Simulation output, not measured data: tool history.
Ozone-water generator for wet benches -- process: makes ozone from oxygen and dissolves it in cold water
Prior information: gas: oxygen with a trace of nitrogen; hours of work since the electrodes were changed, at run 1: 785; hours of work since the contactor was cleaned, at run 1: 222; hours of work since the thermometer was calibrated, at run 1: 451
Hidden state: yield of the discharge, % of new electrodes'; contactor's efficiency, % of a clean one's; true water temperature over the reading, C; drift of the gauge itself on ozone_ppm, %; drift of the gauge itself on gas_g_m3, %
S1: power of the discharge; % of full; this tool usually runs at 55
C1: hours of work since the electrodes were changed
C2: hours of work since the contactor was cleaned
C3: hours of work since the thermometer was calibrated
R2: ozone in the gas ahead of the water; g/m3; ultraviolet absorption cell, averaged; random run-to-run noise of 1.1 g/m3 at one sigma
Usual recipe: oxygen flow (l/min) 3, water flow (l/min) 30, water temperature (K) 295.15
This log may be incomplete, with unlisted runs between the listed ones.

run 1 hour=0 | S1=55 oxygen_flow_(l/min)=3 water_flow_(l/min)=30 water_temperature_(K)=295.15 | C1=785 C2=222 C3=451 | dissolved_ozone_(ppm)=11.4 R2=201.3
run 2 hour=25.9 | S1=55 oxygen_flow_(l/min)=3 water_flow_(l/min)=30 water_temperature_(K)=295.15 | C1=810 C2=247 C3=476 | dissolved_ozone_(ppm)=11.1 R2=201.9
run 3 hour=39.7 | S1=55 oxygen_flow_(l/min)=3 water_flow_(l/min)=30 water_temperature_(K)=295.15 | C1=823 C2=261 C3=490 | dissolved_ozone_(ppm)=11.1 R2=203.4
run 4 hour=60.5 | S1=55 oxygen_flow_(l/min)=3 water_flow_(l/min)=30 water_temperature_(K)=295.15 | C1=843 C2=281 C3=510 | dissolved_ozone_(ppm)=11.1 R2=202
run 5 hour=87.2 | S1=55 oxygen_flow_(l/min)=3 water_flow_(l/min)=30 water_temperature_(K)=295.15 | C1=870 C2=307 C3=536 | dissolved_ozone_(ppm)=11 R2=202.5
run 6 hour=115.4 | S1=55 oxygen_flow_(l/min)=3 water_flow_(l/min)=30 water_temperature_(K)=295.15 | C1=897 C2=334 C3=563 | dissolved_ozone_(ppm)=11.3 R2=203
run 7 hour=147.7 | S1=55 oxygen_flow_(l/min)=3 water_flow_(l/min)=30 water_temperature_(K)=295.15 | C1=928 C2=366 C3=595 | dissolved_ozone_(ppm)=11.3 R2=203.9
run 8 hour=160.8 | S1=55 oxygen_flow_(l/min)=2.62 water_flow_(l/min)=30 water_temperature_(K)=295.15 | C1=941 C2=379 C3=608 | dissolved_ozone_(ppm)=10.9 R2=217.5
run 9 hour=179.6 | S1=55 oxygen_flow_(l/min)=2.62 water_flow_(l/min)=30 water_temperature_(K)=295.15 | C1=960 C2=397 C3=626 | dissolved_ozone_(ppm)=11 R2=215.9
run 10 hour=198.7 | S1=55 oxygen_flow_(l/min)=2.62 water_flow_(l/min)=30 water_temperature_(K)=295.15 | C1=978 C2=416 C3=645 | dissolved_ozone_(ppm)=11.2 R2=218.3
run 11 hour=220.1 | S1=55 oxygen_flow_(l/min)=4.72 water_flow_(l/min)=30 water_temperature_(K)=295.15 | C1=999 C2=436 C3=665 | dissolved_ozone_(ppm)=12 R2=159
run 12 hour=243.9 | S1=55 oxygen_flow_(l/min)=3 water_flow_(l/min)=30 water_temperature_(K)=295.15 | C1=1022 C2=459 C3=689 | dissolved_ozone_(ppm)=11.2 R2=201.9
run 13 hour=275.3 | S1=55 oxygen_flow_(l/min)=3 water_flow_(l/min)=30 water_temperature_(K)=295.15 | C1=1053 C2=490 C3=719 | dissolved_ozone_(ppm)=11.2 R2=200.2
run 14 hour=303.3 | S1=55 oxygen_flow_(l/min)=2.67 water_flow_(l/min)=30 water_temperature_(K)=295.15 | C1=1080 C2=517 C3=747 | dissolved_ozone_(ppm)=10.8 R2=212.9
run 15 hour=319.9 | S1=55 oxygen_flow_(l/min)=3 water_flow_(l/min)=30 water_temperature_(K)=295.15 | C1=1096 C2=534 C3=763 | dissolved_ozone_(ppm)=11.4 R2=200.5
run 16 hour=333 | S1=55 oxygen_flow_(l/min)=3 water_flow_(l/min)=30 water_temperature_(K)=295.15 | C1=1109 C2=546 C3=775 | dissolved_ozone_(ppm)=11.1 R2=200.9
run 17 hour=359.5 | S1=55 oxygen_flow_(l/min)=3 water_flow_(l/min)=32 water_temperature_(K)=295.15 | C1=1135 C2=572 C3=801 | dissolved_ozone_(ppm)=10.6 R2=200
run 18 hour=389 | S1=55 oxygen_flow_(l/min)=3 water_flow_(l/min)=32 water_temperature_(K)=295.15 | C1=1164 C2=601 C3=830 | dissolved_ozone_(ppm)=10.4 R2=201
run 19 hour=419 | S1=66 oxygen_flow_(l/min)=2.07 water_flow_(l/min)=19 water_temperature_(K)=292.15 | C1=1193 C2=630 C3=859 | dissolved_ozone_(ppm)=19.3 R2=285
run 20 hour=447.5 | S1=55 oxygen_flow_(l/min)=3 water_flow_(l/min)=36 water_temperature_(K)=295.15 | C1=1221 C2=658 C3=887 | dissolved_ozone_(ppm)=9.5 R2=199.3
run 21 hour=463.6 | S1=55 oxygen_flow_(l/min)=3 water_flow_(l/min)=36 water_temperature_(K)=295.15 | C1=1236 C2=674 C3=903 | dissolved_ozone_(ppm)=9.4 R2=199.5
run 22 hour=481.9 | S1=94 oxygen_flow_(l/min)=3 water_flow_(l/min)=36 water_temperature_(K)=295.15 | C1=1254 C2=691 C3=920 | dissolved_ozone_(ppm)=14.7 R2=315.3
run 23 hour=506.3 | S1=55 oxygen_flow_(l/min)=3 water_flow_(l/min)=30 water_temperature_(K)=289.15 | C1=1278 C2=715 C3=944 | dissolved_ozone_(ppm)=11.6 R2=201.4

Predict the results of run 24:
run 24 hour=527.3 | S1=55 oxygen_flow_(l/min)=3.65 water_flow_(l/min)=30 water_temperature_(K)=290.15 | C1=1298 C2=736 C3=965 | dissolved_ozone_(ppm)=? R2=?

Run 24 produced dissolved ozone (ppm) 12.2, R2 181.2 g/m3.
With no hidden state in the tool, this same run would have given dissolved ozone (ppm) 12.2, R2 184.9 g/m3.
